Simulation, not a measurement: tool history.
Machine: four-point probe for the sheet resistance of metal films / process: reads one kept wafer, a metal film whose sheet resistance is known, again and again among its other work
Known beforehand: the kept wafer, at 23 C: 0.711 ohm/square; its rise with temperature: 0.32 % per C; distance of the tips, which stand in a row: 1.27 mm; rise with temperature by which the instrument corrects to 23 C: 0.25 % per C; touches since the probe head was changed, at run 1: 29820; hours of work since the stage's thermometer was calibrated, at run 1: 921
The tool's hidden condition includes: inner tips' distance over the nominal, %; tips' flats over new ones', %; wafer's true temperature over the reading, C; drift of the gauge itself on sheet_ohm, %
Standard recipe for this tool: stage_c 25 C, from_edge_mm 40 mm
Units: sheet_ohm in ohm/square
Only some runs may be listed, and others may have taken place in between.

run	hour	stage_c	from_edge_mm	touches since the probe head was changed	hours of work since the stage's thermometer was calibrated	sheet_ohm
1	0	25	40	29820	921	0.715691
2	24.3	25	40	30316	931	0.715836
3	58.4	25	66	31013	946	0.716061
4	82.9	25	40	31512	957	0.716317
5	118.8	25	40	32245	973	0.716274
6	154.6	25	40	32975	988	0.716049
7	171.7	25	40	33323	996	0.716287
8	199.5	20	40	33890	1008	0.714052
9	224.8	20	40	34407	1019	0.713975
10	258.4	25	40	35093	1034	0.71657
11	290.2	25	27	35741	1047	0.716594
12	323.8	24	75	36427	1062	0.71599
13	355.6	21	26	37077	1076	0.715298
14	384.1	21	26	37657	1088	0.715416
15	419.4	26	44	38377	1104	0.717319
16	436.7	32	57	38730	1111	0.719757
17	457.4	25	13	39152	1120	0.720201
18	489.5	34	3	39807	1134	0.783697
19	509.7	34	71	40220	1143	0.72097
20	546.8	34	71	40978	1159	0.721043
21	566.6	34	71	41380	1168	0.721127
22	597	22	3	42002	1181	0.778147

Here are 3 independent what-if runs from the current tool condition. What would each one return?
A	625.8	22	40	42590	1194	?
B	625.8	30	5	42590	1194	?
C	625.8	33	5	42590	1194	?

run	sheet_ohm
A	0.715882
B	0.743349
C	0.744853
Had the tool no hidden state, the same runs would have come out as:
run	sheet_ohm
A	0.710882
B	0.738148
C	0.739632
